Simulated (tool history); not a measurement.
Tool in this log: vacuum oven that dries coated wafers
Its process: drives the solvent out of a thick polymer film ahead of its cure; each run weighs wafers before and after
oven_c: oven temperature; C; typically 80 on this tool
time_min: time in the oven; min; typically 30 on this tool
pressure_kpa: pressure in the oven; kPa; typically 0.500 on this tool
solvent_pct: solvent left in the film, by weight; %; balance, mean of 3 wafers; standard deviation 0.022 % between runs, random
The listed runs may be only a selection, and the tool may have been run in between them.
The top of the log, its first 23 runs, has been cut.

run    hour  oven_c  time_min  pressure_kpa  solvent_pct
 24   534.2      71        20         1.418         4.79
 25   569.2      71        20         1.418         4.78
 26   597.0      71        20         1.418         4.78
 27   630.8      93        30         0.468         0.28
 28   652.5      73        30         0.500         2.78
 29   682.3      80        21         0.500         2.56
 30   713.1      93        20         1.332         0.87
 31   746.1      93        20         1.332         0.87
 32   777.2      74        30         0.698         2.67
 33   812.5      86        30         1.002         0.87
 34   842.9      87        38         1.061         0.49
 35   861.4      87        30         0.546         0.66
 36   878.7      80        19         0.608         2.97
 37   910.4      80        19         0.608         3.05
 38   929.1      81        33         0.491         1.14
 39   950.9      81        33         0.333         1.16
 40   966.3      81        27         0.285         1.64
 41   996.8      80        48         0.500         0.57
 42  1024.4      89        35         1.112         0.45
 43  1039.7      89        35         1.112         0.44
 44  1065.2      83        35         0.781         0.88
 45  1100.4      78        30         0.496         1.85
 46  1135.5      80        36         0.788         1.17

Branching from run 46: 3 alternative next runs. What would each branch give?
  A  1151.1      70        27         1.446            ?
  B  1151.1      80        30         0.722            ?
  C  1151.1      80        46         0.788            ?

run  solvent_pct
  A         4.07
  B         1.59
  C         0.72
The same runs, with their run-to-run variation unchanged, on a tool lacking any hidden condition would have given:
run  solvent_pct
  A         3.99
  B         1.52
  C         0.66
